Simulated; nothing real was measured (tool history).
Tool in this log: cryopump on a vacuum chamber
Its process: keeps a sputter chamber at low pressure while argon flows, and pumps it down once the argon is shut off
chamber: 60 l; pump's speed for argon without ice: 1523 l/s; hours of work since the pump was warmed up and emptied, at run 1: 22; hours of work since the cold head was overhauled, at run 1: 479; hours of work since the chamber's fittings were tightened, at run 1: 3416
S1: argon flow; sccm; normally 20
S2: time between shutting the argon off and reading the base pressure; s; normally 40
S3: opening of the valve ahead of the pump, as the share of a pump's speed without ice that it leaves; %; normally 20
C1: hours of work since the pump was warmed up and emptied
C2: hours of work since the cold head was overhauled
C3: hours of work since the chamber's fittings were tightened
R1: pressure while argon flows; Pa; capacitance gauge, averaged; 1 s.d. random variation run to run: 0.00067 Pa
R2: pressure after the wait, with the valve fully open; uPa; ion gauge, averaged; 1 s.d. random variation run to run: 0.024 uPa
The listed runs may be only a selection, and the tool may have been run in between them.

run 1 hour=0 | S1=20 S2=40 S3=20 | C1=22 C2=479 C3=3416 | R1=0.1119 R2=2.27
run 2 hour=42 | S1=20 S2=40 S3=20 | C1=45 C2=502 C3=3439 | R1=0.1115 R2=2.25
run 3 hour=64.9 | S1=20 S2=40 S3=20 | C1=58 C2=515 C3=3452 | R1=0.1122 R2=2.31
run 4 hour=90.3 | S1=20 S2=40 S3=20 | C1=72 C2=529 C3=3466 | R1=0.113 R2=2.28
run 5 hour=118.4 | S1=20 S2=40 S3=25 | C1=88 C2=545 C3=3482 | R1=0.0902 R2=2.37
run 6 hour=160.8 | S1=20 S2=40 S3=25 | C1=112 C2=569 C3=3505 | R1=0.0906 R2=2.36
run 7 hour=205.7 | S1=20 S2=40 S3=25 | C1=137 C2=594 C3=3530 | R1=0.0913 R2=2.47
run 8 hour=242.2 | S1=20 S2=40 S3=20 | C1=157 C2=614 C3=3551 | R1=0.1131 R2=2.48
run 9 hour=287.2 | S1=20 S2=40 S3=20 | C1=182 C2=639 C3=3576 | R1=0.1143 R2=2.5
run 10 hour=319.3 | S1=20 S2=40 S3=16 | C1=200 C2=657 C3=3594 | R1=0.1418 R2=2.49
run 11 hour=346.6 | S1=20 S2=40 S3=16 | C1=215 C2=672 C3=3609 | R1=0.1429 R2=2.53
run 12 hour=367.2 | S1=20 S2=40 S3=37 | C1=227 C2=684 C3=3620 | R1=0.0641 R2=2.67
run 13 hour=403.2 | S1=20 S2=40 S3=37 | C1=247 C2=704 C3=3641 | R1=0.0641 R2=2.65
run 14 hour=422.7 | S1=20 S2=40 S3=37 | C1=258 C2=715 C3=3651 | R1=0.0639 R2=2.62
run 15 hour=468.5 | S1=13 S2=40 S3=37 | C1=283 C2=740 C3=3677 | R1=0.0415 R2=2.7
run 16 hour=499.3 | S1=20 S2=28 S3=20 | C1=300 C2=758 C3=3694 | R1=0.117 R2=3.11
-- hour=505.5 leaking fittings of the chamber tightened, without venting
run 17 hour=531.1 | S1=20 S2=28 S3=20 | C1=317 C2=774 C3=14 | R1=0.1165 R2=1.23
run 18 hour=575.5 | S1=14 S2=40 S3=35 | C1=342 C2=799 C3=39 | R1=0.0496 R2=0.9
run 19 hour=595.9 | S1=14 S2=40 S3=16 | C1=353 C2=810 C3=50 | R1=0.1009 R2=0.93
run 20 hour=634.4 | S1=12 S2=48 S3=36 | C1=375 C2=832 C3=72 | R1=0.0412 R2=0.88
run 21 hour=659.2 | S1=20 S2=251 S3=44 | C1=389 C2=846 C3=86 | R1=0.0575 R2=0.43
run 22 hour=697.1 | S1=37 S2=76 S3=17 | C1=410 C2=867 C3=107 | R1=0.2552 R2=0.72
run 23 hour=734.2 | S1=33 S2=30 S3=17 | C1=430 C2=888 C3=128 | R1=0.2306 R2=1.25
-- hour=747.2 pump warmed up, emptied and cooled again
run 24 hour=784.3 | S1=20 S2=244 S3=49 | C1=21 C2=913 C3=153 | R1=0.0453 R2=0.41
run 25 hour=814.7 | S1=20 S2=244 S3=49 | C1=38 C2=930 C3=170 | R1=0.0464 R2=0.36
run 26 hour=839.5 | S1=20 S2=244 S3=49 | C1=52 C2=944 C3=184 | R1=0.0464 R2=0.38
run 27 hour=880 | S1=35 S2=76 S3=28 | C1=74 C2=966 C3=206 | R1=0.1401 R2=0.66
run 28 hour=904.8 | S1=12 S2=91 S3=26 | C1=88 C2=980 C3=220 | R1=0.0532 R2=0.63
run 29 hour=926.2 | S1=12 S2=91 S3=26 | C1=100 C2=992 C3=232 | R1=0.0529 R2=0.63
run 30 hour=969.3 | S1=20 S2=40 S3=32 | C1=124 C2=1016 C3=256 | R1=0.0717 R2=1.05
run 31 hour=1003.7 | S1=10 S2=40 S3=32 | C1=143 C2=1035 C3=275 | R1=0.036 R2=1.01
run 32 hour=1027.2 | S1=18 S2=143 S3=27 | C1=156 C2=1048 C3=288 | R1=0.0773 R2=0.48
run 33 hour=1046.3 | S1=8 S2=276 S3=44 | C1=167 C2=1059 C3=299 | R1=0.0209 R2=0.45

Branching from run 33: 5 alternative next runs. What would each branch give?
run A hour=1080.3 | S1=10 S2=40 S3=23 | C1=186 C2=1078 C3=318 | R1=? R2=?
run B hour=1080.3 | S1=10 S2=55 S3=25 | C1=186 C2=1078 C3=318 | R1=? R2=?
run C hour=1080.3 | S1=8 S2=40 S3=20 | C1=186 C2=1078 C3=318 | R1=? R2=?
run D hour=1080.3 | S1=8 S2=55 S3=25 | C1=186 C2=1078 C3=318 | R1=? R2=?
run E hour=1080.3 | S1=17 S2=90 S3=38 | C1=186 C2=1078 C3=318 | R1=? R2=?

run=A R1=0.0495 R2=1.08
run=B R1=0.0461 R2=0.85
run=C R1=0.045 R2=1.04
run=D R1=0.0373 R2=0.9
run=E R1=0.0529 R2=0.68
Had the tool no hidden state, the same runs would have come out as:
run=A R1=0.0476 R2=0.9
run=B R1=0.0443 R2=0.67
run=C R1=0.0436 R2=0.86
run=D R1=0.0358 R2=0.72
run=E R1=0.0497 R2=0.51
